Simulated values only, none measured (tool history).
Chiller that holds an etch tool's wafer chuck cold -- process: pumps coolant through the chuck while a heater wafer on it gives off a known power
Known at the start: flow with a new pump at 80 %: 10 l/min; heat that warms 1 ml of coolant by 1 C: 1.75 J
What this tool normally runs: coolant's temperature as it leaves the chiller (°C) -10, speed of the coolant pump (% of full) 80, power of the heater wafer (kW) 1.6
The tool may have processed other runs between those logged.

run,hour,coolant's temperature as it leaves the chiller (°C),speed of the coolant pump (% of full),power of the heater wafer (kW),chuck's temperature once it has settled (°C),how much warmer the coolant comes back (C)
1,0,-10,80,1.6,1.36,5.54
2,72.2,-10,80,1.6,1.27,5.54
3,175.2,-10,80,1.6,1.34,5.53
4,283.2,-10,61,1.6,4.04,7.35
5,353.2,-10,80,1.6,1.52,5.56
6,478.3,-10,80,1.955,3.99,6.82
7,598.1,-10,80,1.955,4.01,6.8
8,695.4,-2,80,1.6,9.43,5.58
9,840.5,-2,96,1.6,8.21,4.67
# hour 892.1: coolant changed, channels flushed
10,934,-10,61,1.6,3.09,7.35
11,1053.4,-10,61,1.6,3.21,7.37
12,1170.5,-17,61,1.242,-6.74,5.71

What does the tool deliver on the next run?
13,1308.5,-10,81,1.638,?,?

{"run 13": {"chuck's temperature once it has settled (°C)": 0.77, "how much warmer the coolant comes back (C)": 5.68}}
Minus the tool's unlogged condition, the same run would have read chuck's temperature once it has settled (°C) 0.76, how much warmer the coolant comes back (C) 5.54.

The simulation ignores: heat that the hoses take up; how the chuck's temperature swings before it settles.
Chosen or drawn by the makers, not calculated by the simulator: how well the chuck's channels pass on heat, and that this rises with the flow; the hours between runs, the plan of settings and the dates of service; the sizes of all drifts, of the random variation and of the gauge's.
